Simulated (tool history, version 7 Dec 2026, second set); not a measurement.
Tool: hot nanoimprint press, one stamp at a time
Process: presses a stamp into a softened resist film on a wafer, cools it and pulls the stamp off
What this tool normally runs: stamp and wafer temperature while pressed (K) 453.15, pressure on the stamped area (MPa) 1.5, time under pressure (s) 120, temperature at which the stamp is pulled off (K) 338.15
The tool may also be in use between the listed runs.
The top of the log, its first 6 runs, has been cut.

run   hour  stamp and wafer temperature while pressed (K)  pressure on the stamped area (MPa)  time under pressure (s)  temperature at which the stamp is pulled off (K)  resist left under the stamp's widest pad (Å)  greatest force while the stamp is pulled off (N)
  7  116.3                                         453.15                                 1.5                      120                                            338.15                                          1454                                               180
  8  144.1                                         453.15                                 1.5                      120                                            338.15                                          1455                                               188
  9  174.3                                         453.15                                 1.5                      120                                            338.15                                          1459                                               193
 10  201.6                                         453.15                                 1.5                      120                                            338.15                                          1446                                               189
 11  221.6                                         453.15                                 1.5                      120                                            328.15                                          1453                                               231
 12  236.9                                         453.15                                 1.5                      120                                            338.15                                          1449                                               192
 13  250.8                                         453.15                                 1.5                      120                                            338.15                                          1457                                               189
 14    268                                         453.15                                 1.5                      120                                            338.15                                          1452                                               199
 15  291.4                                         453.15                                 1.5                      120                                            338.15                                          1449                                               196
 16  318.3                                         453.15                                 1.5                      120                                            333.15                                          1452                                               207
     351.5  -- plate thermocouple calibrated
 17  351.5                                         453.15                                0.97                      156                                            338.15                                          1691                                               187
 18  375.4                                         464.15                                 1.8                      156                                            329.15                                           801                                               226
       397  -- stamp cleaned and given a new release coat
 19  398.2                                         443.15                                 1.8                      156                                            329.15                                          1764                                               210
 20  411.3                                         443.15                                 1.8                      156                                            329.15                                          1764                                               225
 21  424.5                                         443.15                                 1.8                      156                                            329.15                                          1763                                               219
 22  442.8                                         451.15                                1.49                      122                                            325.15                                          1557                                               241
 23  467.1                                         453.15                                 2.3                       75                                            338.15                                          1340                                               187
 24  495.1                                         453.15                                2.32                       75                                            340.15                                          1336                                               183
 25  524.8                                         453.15                                2.32                       75                                            340.15                                          1336                                               181
 26    547                                         453.15                                2.32                       75                                            340.15                                          1334                                               182
 27  566.5                                         453.15                                2.32                       83                                            338.15                                          1290                                               188
 28  581.7                                         453.15                                2.26                      120                                            338.15                                          1141                                               184
 29  611.9                                         453.15                                1.95                      120                                            333.15                                          1243                                               208
 30  640.8                                         450.15                                1.37                      125                                            344.15                                          1676                                               168
 31  659.3                                         463.15                                1.26                      125                                            324.15                                          1109                                               231

Each row is a separate what-if for the run after 31, all from the same tool condition, not one after another. Results?
  A  675.1                                         454.15                                 1.5                       85                                            338.15                                             ?                                                 ?
  B  675.1                                         461.15                                 1.5                      239                                            330.15                                             ?                                                 ?
  C  675.1                                         445.15                                 1.5                      120                                            338.15                                             ?                                                 ?

run  resist left under the stamp's widest pad (Å)  greatest force while the stamp is pulled off (N)
  A                                          1578                                               191
  B                                           839                                               220
  C                                          1955                                               185
The same runs, with their run-to-run variation unchanged, on a tool lacking any hidden condition would have given:
run  resist left under the stamp's widest pad (Å)  greatest force while the stamp is pulled off (N)
  A                                          1593                                               190
  B                                           847                                               219
  C                                          1974                                               184
